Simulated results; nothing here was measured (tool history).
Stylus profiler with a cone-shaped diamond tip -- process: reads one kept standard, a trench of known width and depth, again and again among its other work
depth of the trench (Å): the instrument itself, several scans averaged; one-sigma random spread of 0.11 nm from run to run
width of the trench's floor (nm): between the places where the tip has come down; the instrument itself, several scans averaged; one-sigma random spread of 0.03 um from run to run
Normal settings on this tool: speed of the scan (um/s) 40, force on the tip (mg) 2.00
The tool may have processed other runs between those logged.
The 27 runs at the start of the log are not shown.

run    hour  speed of the scan (um/s)  force on the tip (mg)  scans with this tip  hours of work since the height scale was calibrated  depth of the trench (Å)  width of the trench's floor (nm)
 28  1297.6                       123                   2.26                24049                                                  666                   2012.8                             97420
 29  1354.6                       123                   2.26                24522                                                  704                   2013.1                             97390
 30  1410.7                        43                   1.67                24987                                                  742                   2012.9                             97850
 31  1444.8                       110                   1.39                25270                                                  765                   2009.8                             97260
 32  1494.9                        51                   2.00                25686                                                  798                   2012.2                             97850
 33  1527.4                        51                   2.00                25956                                                  820                   2011.2                             97840
 34  1559.6                        51                   2.00                26223                                                  842                   2011.6                             97830
 35  1625.7                        51                   2.00                26771                                                  886                   2010.3                             97910
 36  1654.7                       118                   1.67                27012                                                  905                   2010.4                             97320
 37  1691.6                        39                   3.49                27318                                                  930                   2017.4                             97980
 38  1733.7                        13                   4.79                27667                                                  958                   2023.3                             98140
 39  1777.9                        18                   2.00                28034                                                  988                   2013.7                             98090
 40  1835.6                        87                   1.34                28512                                                 1027                   2007.7                             97510
 41  1902.3                        22                   3.89                29066                                                 1072                   2018.3                             98100
 42  1957.0                        22                   3.89                29519                                                 1108                   2019.5                             98150
 43  2003.1                        25                   4.35                29902                                                 1139                   2021.1                             98100
 44  2035.2                        85                   1.30                30169                                                 1161                   2009.5                             97460
 45  2063.2                        85                   2.63                30400                                                 1179                   2014.6                             97660
 46  2110.5                        19                   2.35                30793                                                 1211                   2012.9                             98150

Consider 4 possible next runs. They are alternatives, not a sequence: every one starts from the tool as it was left by run 46. What does each give?
  A  2144.9                       154                   3.82                31078                                                 1234                        ?                                 ?
  B  2144.9                        90                   2.86                31078                                                 1234                        ?                                 ?
  C  2144.9                        44                   3.22                31078                                                 1234                        ?                                 ?
  D  2144.9                        43                   2.00                31078                                                 1234                        ?                                 ?

run  depth of the trench (Å)  width of the trench's floor (nm)
  A                   2018.8                             97430
  B                   2014.7                             97700
  C                   2016.2                             98060
  D                   2013.4                             97890
With the hidden condition removed and each run's random variation left untouched, the same runs would have given:
run  depth of the trench (Å)  width of the trench's floor (nm)
  A                   2018.7                             97460
  B                   2014.6                             97720
  C                   2016.1                             98080
  D                   2013.3                             97920

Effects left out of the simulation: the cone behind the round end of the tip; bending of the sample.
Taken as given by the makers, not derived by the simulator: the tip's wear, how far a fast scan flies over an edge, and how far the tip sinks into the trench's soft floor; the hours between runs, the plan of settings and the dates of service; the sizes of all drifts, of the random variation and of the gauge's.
